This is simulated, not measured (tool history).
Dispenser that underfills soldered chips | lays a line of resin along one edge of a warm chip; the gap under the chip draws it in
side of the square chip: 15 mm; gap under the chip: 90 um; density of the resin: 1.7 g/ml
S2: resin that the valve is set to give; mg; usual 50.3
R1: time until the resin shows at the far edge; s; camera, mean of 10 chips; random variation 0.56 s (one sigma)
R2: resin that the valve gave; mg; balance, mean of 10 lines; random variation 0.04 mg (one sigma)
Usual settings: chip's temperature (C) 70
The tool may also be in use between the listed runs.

Run 1, hour 0: usual settings. Result: R1 70.2 s, R2 49.74 mg.
At hour 6.6: new syringe of resin.
Run 2, hour 11: usual settings. Result: R1 56.7 s, R2 49.69 mg.
Run 3, hour 21.6: usual settings but S2 54.1 mg. Result: R1 79.3 s, R2 53.33 mg.
At hour 24.6: new syringe of resin.
At hour 26.2: dispensing valve cleaned and set on the balance.
Run 4, hour 31.5: usual settings but S2 49.5 mg. Result: R1 60.4 s, R2 49.33 mg.
Run 5, hour 37.7: usual settings but S2 49.5 mg. Result: R1 75 s, R2 49.32 mg.
At hour 43.7: new syringe of resin.
Run 6, hour 47.1: usual settings but S2 49.5 mg. Result: R1 56.3 s, R2 49.13 mg.
Run 7, hour 56.2: usual settings but S2 49.5 mg. Result: R1 78 s, R2 49.13 mg.
At hour 61.1: new syringe of resin.
Run 8, hour 63.4: usual settings but S2 49.5 mg. Result: R1 52.5 s, R2 49.1 mg.
Run 9, hour 70.3: usual settings but S2 49.5 mg. Result: R1 66.7 s, R2 49.03 mg.
Run 10, hour 75.2: usual settings but S2 45.7 mg. Result: R1 80.2 s, R2 45.19 mg.
At hour 79.3: new syringe of resin.
Run 11, hour 83.8: usual settings but chip's temperature (C) 81. Result: R1 36 s, R2 49.77 mg.
Run 12, hour 92.4: usual settings but chip's temperature (C) 81. Result: R1 49.1 s, R2 49.56 mg.
At hour 96.7: new syringe of resin.
Run 13, hour 103.6: usual settings but chip's temperature (C) 81. Result: R1 40 s, R2 49.47 mg.
Run 14, hour 110.5: usual settings but chip's temperature (C) 85. Result: R1 44.3 s, R2 49.41 mg.
At hour 114.8: new syringe of resin.
At hour 115.8: dispensing valve cleaned and set on the balance.
Run 15, hour 118.6: usual settings but S2 63.5 mg. Result: R1 53.4 s, R2 63.52 mg.
Run 16, hour 129.4: usual settings but chip's temperature (C) 82, S2 63.5 mg. Result: R1 46.7 s, R2 63.45 mg.
At hour 133.5: new syringe of resin.
Run 17, hour 139.4: usual settings. Result: R1 59.6 s, R2 50.19 mg.
Run 18, hour 148: usual settings. Result: R1 81.6 s, R2 50.05 mg.
At hour 151.2: new syringe of resin.
Run 19, hour 158.5: usual settings but chip's temperature (C) 60, S2 56.2 mg. Result: R1 99 s, R2 55.75 mg.
Run 20, hour 168: usual settings but S2 62.8 mg. Result: R1 87.9 s, R2 62.31 mg.
At hour 169.3: new syringe of resin.
Run 21, hour 174.5: usual settings but chip's temperature (C) 67, S2 63.2 mg. Result: R1 66.6 s, R2 62.56 mg.
Run 22, hour 182.3: usual settings but chip's temperature (C) 83, S2 61.4 mg. Result: R1 45.1 s, R2 60.72 mg.
At hour 187.2: new syringe of resin.
Run 23, hour 189.1: usual settings but chip's temperature (C) 83, S2 61.4 mg. Result: R1 31.1 s, R2 60.64 mg.
Run 24, hour 199: usual settings but chip's temperature (C) 83, S2 61.4 mg. Result: R1 43 s, R2 60.53 mg.
At hour 204.6: dispensing valve cleaned and set on the balance.
At hour 205.6: new syringe of resin.
Run 25, hour 209.9: usual settings but chip's temperature (C) 81, S2 45.4 mg. Result: R1 37.7 s, R2 45.37 mg.
Run 26, hour 217.7: usual settings but chip's temperature (C) 57, S2 48.7 mg. Result: R1 142.8 s, R2 48.62 mg.
At hour 223.2: new syringe of resin.
Run 27, hour 223.2: usual settings but chip's temperature (C) 57, S2 48.7 mg. Result: R1 94.9 s, R2 48.56 mg.
Run 28, hour 229: usual settings but chip's temperature (C) 73, S2 55.9 mg. Result: R1 54.1 s, R2 55.64 mg.
Run 29, hour 239.1: usual settings but chip's temperature (C) 73, S2 55.9 mg. Result: R1 78.8 s, R2 55.65 mg.
At hour 240.8: new syringe of resin.
Run 30, hour 249.3: usual settings but chip's temperature (C) 58, S2 53.3 mg. Result: R1 115.7 s, R2 52.8 mg.
Run 31, hour 254.7: usual settings but chip's temperature (C) 67, S2 60.4 mg. Result: R1 92.7 s, R2 60.01 mg.
At hour 258.8: new syringe of resin.
Run 32, hour 263.7: usual settings but chip's temperature (C) 67, S2 60.4 mg. Result: R1 67.4 s, R2 59.86 mg.
Run 33, hour 273.6: usual settings but chip's temperature (C) 67, S2 60.4 mg. Result: R1 95.8 s, R2 59.64 mg.
At hour 276.3: new syringe of resin.
Run 34, hour 285.1: usual settings but chip's temperature (C) 58, S2 42.8 mg. Result: R1 122.9 s, R2 42.22 mg.
At hour 294.1: dispensing valve cleaned and set on the balance.
At hour 295.3: new syringe of resin.
Run 35, hour 297.9: usual settings but chip's temperature (C) 67, S2 59.6 mg. Result: R1 64.2 s, R2 59.63 mg.

Forecast each of these 4 alternatives for the next run:
Run A, hour 307.2: usual settings but chip's temperature (C) 73, S2 50.9 mg. Result: R1 ?, R2 ?.
Run B, hour 307.2: usual settings but chip's temperature (C) 61. Result: R1 ?, R2 ?.
Run C, hour 307.2: usual settings but chip's temperature (C) 56, S2 43.8 mg. Result: R1 ?, R2 ?.
Run D, hour 307.2: usual settings but chip's temperature (C) 63, S2 64.6 mg. Result: R1 ?, R2 ?.

run     R1     R2
  A   69.9  50.88
  B  117.5  50.18
  C  151.8  43.76
  D  104.8   64.5
Without the tool's hidden state the same runs would have given:
run    R1     R2
  A  42.7  50.96
  B  71.2  50.25
  C  91.6  43.83
  D  63.5   64.6
